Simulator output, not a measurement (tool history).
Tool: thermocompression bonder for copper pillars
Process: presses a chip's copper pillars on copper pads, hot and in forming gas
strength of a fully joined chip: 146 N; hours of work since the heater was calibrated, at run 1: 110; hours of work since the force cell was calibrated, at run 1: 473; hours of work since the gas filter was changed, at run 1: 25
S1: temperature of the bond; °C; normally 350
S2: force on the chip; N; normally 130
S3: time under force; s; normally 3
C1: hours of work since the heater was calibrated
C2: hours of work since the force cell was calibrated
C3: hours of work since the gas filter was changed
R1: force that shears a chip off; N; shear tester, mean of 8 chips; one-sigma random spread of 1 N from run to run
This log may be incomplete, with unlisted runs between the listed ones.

run 1 hour=0.0 | S1=350 S2=130 S3=3 | C1=110 C2=473 C3=25 | R1=103.1
run 2 hour=8.1 | S1=380 S2=130 S3=3 | C1=115 C2=478 C3=30 | R1=120.5
run 3 hour=18.7 | S1=350 S2=130 S3=3 | C1=122 C2=485 C3=37 | R1=104.3
run 4 hour=27.5 | S1=350 S2=130 S3=3 | C1=127 C2=490 C3=43 | R1=105.0
run 5 hour=32.2 | S1=350 S2=130 S3=3 | C1=130 C2=493 C3=46 | R1=103.5
run 6 hour=39.7 | S1=350 S2=130 S3=3 | C1=135 C2=498 C3=50 | R1=105.1
run 7 hour=44.9 | S1=350 S2=130 S3=3 | C1=138 C2=501 C3=54 | R1=105.1
run 8 hour=49.8 | S1=350 S2=147 S3=3 | C1=142 C2=504 C3=57 | R1=109.6
run 9 hour=55.9 | S1=350 S2=147 S3=3 | C1=145 C2=508 C3=61 | R1=110.0
run 10 hour=63.4 | S1=355 S2=130 S3=3 | C1=150 C2=513 C3=65 | R1=108.7
run 11 hour=69.4 | S1=355 S2=130 S3=3 | C1=154 C2=517 C3=69 | R1=105.5
run 12 hour=76.7 | S1=355 S2=130 S3=3 | C1=159 C2=521 C3=74 | R1=106.3
run 13 hour=86.8 | S1=350 S2=130 S3=3 | C1=165 C2=528 C3=80 | R1=104.2
run 14 hour=94.8 | S1=350 S2=130 S3=3 | C1=170 C2=533 C3=85 | R1=106.5
run 15 hour=100.2 | S1=350 S2=130 S3=3 | C1=173 C2=536 C3=89 | R1=106.2
run 16 hour=107.1 | S1=350 S2=130 S3=3 | C1=178 C2=541 C3=93 | R1=101.6
run 17 hour=116.8 | S1=357 S2=130 S3=3 | C1=184 C2=547 C3=99 | R1=107.2
run 18 hour=121.2 | S1=357 S2=130 S3=3 | C1=187 C2=550 C3=102 | R1=109.2
run 19 hour=131.2 | S1=357 S2=130 S3=3 | C1=193 C2=556 C3=108 | R1=107.5
run 20 hour=139.1 | S1=357 S2=130 S3=3 | C1=198 C2=561 C3=113 | R1=106.9
run 21 hour=145.5 | S1=353 S2=130 S3=3 | C1=202 C2=565 C3=117 | R1=105.6
run 22 hour=150.5 | S1=367 S2=97 S3=3 | C1=205 C2=568 C3=121 | R1=101.8
run 23 hour=159.4 | S1=367 S2=97 S3=3 | C1=211 C2=574 C3=126 | R1=100.3
run 24 hour=168.7 | S1=346 S2=167 S3=7 | C1=217 C2=580 C3=132 | R1=128.9
run 25 hour=173.2 | S1=324 S2=181 S3=6 | C1=220 C2=583 C3=135 | R1=117.8
run 26 hour=181.1 | S1=361 S2=143 S3=2 | C1=225 C2=588 C3=140 | R1=101.1
run 27 hour=191.8 | S1=344 S2=92 S3=2 | C1=232 C2=595 C3=147 | R1=76.6
run 28 hour=198.4 | S1=362 S2=108 S3=2 | C1=236 C2=599 C3=151 | R1=91.3
run 29 hour=207.5 | S1=362 S2=78 S3=4 | C1=242 C2=604 C3=157 | R1=99.0
run 30 hour=216.8 | S1=362 S2=78 S3=4 | C1=247 C2=610 C3=163 | R1=97.8
run 31 hour=227.0 | S1=355 S2=78 S3=3 | C1=254 C2=617 C3=169 | R1=86.8
run 32 hour=236.9 | S1=350 S2=130 S3=4 | C1=260 C2=623 C3=175 | R1=110.5
run 33 hour=245.0 | S1=350 S2=96 S3=2 | C1=265 C2=628 C3=181 | R1=81.7
run 34 hour=250.0 | S1=360 S2=139 S3=3 | C1=269 C2=631 C3=184 | R1=109.8
run 35 hour=260.7 | S1=360 S2=139 S3=3 | C1=275 C2=638 C3=191 | R1=109.8
run 36 hour=271.4 | S1=340 S2=182 S3=3 | C1=282 C2=645 C3=197 | R1=107.4
run 37 hour=280.7 | S1=373 S2=80 S3=5 | C1=288 C2=651 C3=203 | R1=108.6
run 38 hour=286.5 | S1=334 S2=150 S3=4 | C1=292 C2=655 C3=207 | R1=105.2
run 39 hour=294.4 | S1=343 S2=79 S3=3 | C1=297 C2=660 C3=212 | R1=80.2

Run by run, hidden condition taken away, random variation retained:
Unlogged tool condition in this case: true temperature of the bond over the reading, C; force that reaches the chip, % of what is set; oxide that the forming gas leaves, % of the face; drift of the gauge itself on shear_n, %.
run=1 R1=102.1
run=2 R1=119.8
run=3 R1=103.6
run=4 R1=104.4
run=5 R1=102.9
run=6 R1=104.6
run=7 R1=104.6
run=8 R1=109.3
run=9 R1=109.8
run=10 R1=108.6
run=11 R1=105.4
run=12 R1=106.3
run=13 R1=104.3
run=14 R1=106.7
run=15 R1=106.4
run=16 R1=102.0
run=17 R1=107.8
run=18 R1=109.8
run=19 R1=108.3
run=20 R1=107.8
run=21 R1=106.5
run=22 R1=102.7
run=23 R1=101.2
run=24 R1=131.2
run=25 R1=119.6
run=26 R1=102.4
run=27 R1=77.4
run=28 R1=92.4
run=29 R1=100.5
run=30 R1=99.4
run=31 R1=88.2
run=32 R1=112.9
run=33 R1=83.1
run=34 R1=112.4
run=35 R1=112.5
run=36 R1=110.2
run=37 R1=111.6
run=38 R1=108.1
run=39 R1=82.1
